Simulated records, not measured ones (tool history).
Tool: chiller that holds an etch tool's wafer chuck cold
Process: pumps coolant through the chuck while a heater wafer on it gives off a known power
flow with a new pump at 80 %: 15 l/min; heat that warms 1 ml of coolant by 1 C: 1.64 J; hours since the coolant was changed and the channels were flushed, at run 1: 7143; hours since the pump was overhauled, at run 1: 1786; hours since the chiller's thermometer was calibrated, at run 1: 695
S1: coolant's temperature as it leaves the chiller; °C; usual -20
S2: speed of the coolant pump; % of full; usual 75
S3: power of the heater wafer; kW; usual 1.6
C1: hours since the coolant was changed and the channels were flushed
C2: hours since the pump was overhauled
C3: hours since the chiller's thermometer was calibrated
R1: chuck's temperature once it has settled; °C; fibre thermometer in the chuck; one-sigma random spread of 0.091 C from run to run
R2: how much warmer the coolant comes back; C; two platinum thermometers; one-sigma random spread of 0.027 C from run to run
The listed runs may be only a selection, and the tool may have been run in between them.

run 1 hour=0 | S1=-20 S2=75 S3=1.6 | C1=7143 C2=1786 C3=695 | R1=-7.93 R2=4.23
run 2 hour=89.4 | S1=-20 S2=75 S3=1.6 | C1=7232 C2=1875 C3=784 | R1=-7.99 R2=4.28
run 3 hour=158.9 | S1=-20 S2=89 S3=1.6 | C1=7301 C2=1945 C3=854 | R1=-9.05 R2=3.5
run 4 hour=227.9 | S1=-20 S2=75 S3=1.6 | C1=7370 C2=2014 C3=923 | R1=-7.93 R2=4.26
run 5 hour=384.1 | S1=-20 S2=64 S3=1.6 | C1=7527 C2=2170 C3=1079 | R1=-6.48 R2=5.05
run 6 hour=512.5 | S1=-20 S2=75 S3=1.554 | C1=7655 C2=2298 C3=1207 | R1=-8.19 R2=4.14
run 7 hour=658.7 | S1=-20 S2=75 S3=1.6 | C1=7801 C2=2444 C3=1353 | R1=-7.98 R2=4.25

Run 8 has not been measured yet. What should we expect?
run 8 hour=733.8 | S1=-20 S2=75 S3=1.6 | C1=7876 C2=2520 C3=1429 | R1=? R2=?

R1: -7.78 °C
R2: 4.25 C
The same run, on a tool lacking any hidden state, would have yielded R1 -9.04 °C, R2 4.19 C.
